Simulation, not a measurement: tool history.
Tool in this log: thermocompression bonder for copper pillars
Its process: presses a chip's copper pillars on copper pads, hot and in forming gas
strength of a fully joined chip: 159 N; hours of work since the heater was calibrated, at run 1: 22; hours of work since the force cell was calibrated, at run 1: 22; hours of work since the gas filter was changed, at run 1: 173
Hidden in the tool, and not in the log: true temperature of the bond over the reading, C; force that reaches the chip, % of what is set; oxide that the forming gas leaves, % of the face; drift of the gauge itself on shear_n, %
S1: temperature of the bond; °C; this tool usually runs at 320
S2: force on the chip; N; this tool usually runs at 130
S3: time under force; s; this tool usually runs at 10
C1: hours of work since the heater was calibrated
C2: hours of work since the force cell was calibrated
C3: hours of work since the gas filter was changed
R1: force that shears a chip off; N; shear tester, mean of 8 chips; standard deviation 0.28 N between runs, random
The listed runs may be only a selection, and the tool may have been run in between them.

run,hour,S1,S2,S3,C1,C2,C3,R1
1,0.0,320,130,10,22,22,173,88.4
2,41.2,320,130,10,50,50,200,88.8
# hour 77.6: forming gas filter changed
3,80.9,320,130,10,76,76,2,89.2
4,106.8,320,130,10,93,93,19,89.0
5,131.0,320,130,6,109,109,35,74.9
6,159.7,320,136,6,128,128,55,76.9
7,202.0,320,136,6,156,156,83,76.8
8,229.2,320,136,6,174,174,101,76.8
9,267.5,320,136,6,200,200,126,76.7
10,294.6,320,136,6,218,218,144,76.5
11,316.7,320,136,6,232,232,159,76.7
12,339.5,320,136,6,247,247,174,76.5
13,370.3,320,80,10,268,268,194,68.2
14,410.3,302,130,10,294,294,221,72.4
# hour 414.4: forming gas filter changed
15,434.9,302,130,10,310,310,14,72.2
16,457.7,302,130,10,326,326,29,72.0
17,475.9,320,163,10,338,338,41,99.5
18,496.5,320,163,10,351,351,54,99.1
19,530.1,300,148,10,374,374,77,75.7
20,565.6,300,148,10,397,397,100,75.6
21,590.4,290,130,8,414,414,117,56.3
22,609.1,290,130,8,426,426,129,56.4
23,650.3,290,130,8,453,453,157,56.2
24,668.5,303,102,8,466,466,169,58.4
25,698.7,322,102,25,486,486,189,105.9
# hour 732.2: heater calibrated with a thermocouple chip
26,736.3,336,135,11,3,509,212,108.3
# hour 754.3: forming gas filter changed
27,777.9,303,191,27,30,536,16,118.9
28,818.9,320,130,7,57,564,43,79.3
29,860.0,320,130,7,84,591,70,79.1
30,889.8,320,130,7,104,611,90,79.2
31,911.2,305,159,8,118,625,104,77.7

Here are 3 independent what-if runs from the current tool condition. What would each one return?
A,938.4,311,130,10,136,643,122,?
B,938.4,307,159,8,136,643,122,?
C,938.4,338,107,17,136,643,122,?

run,R1
A,80.9
B,78.9
C,112.2
Had the tool no hidden state, the same runs would have come out as:
run,R1
A,80.8
B,78.9
C,112.1
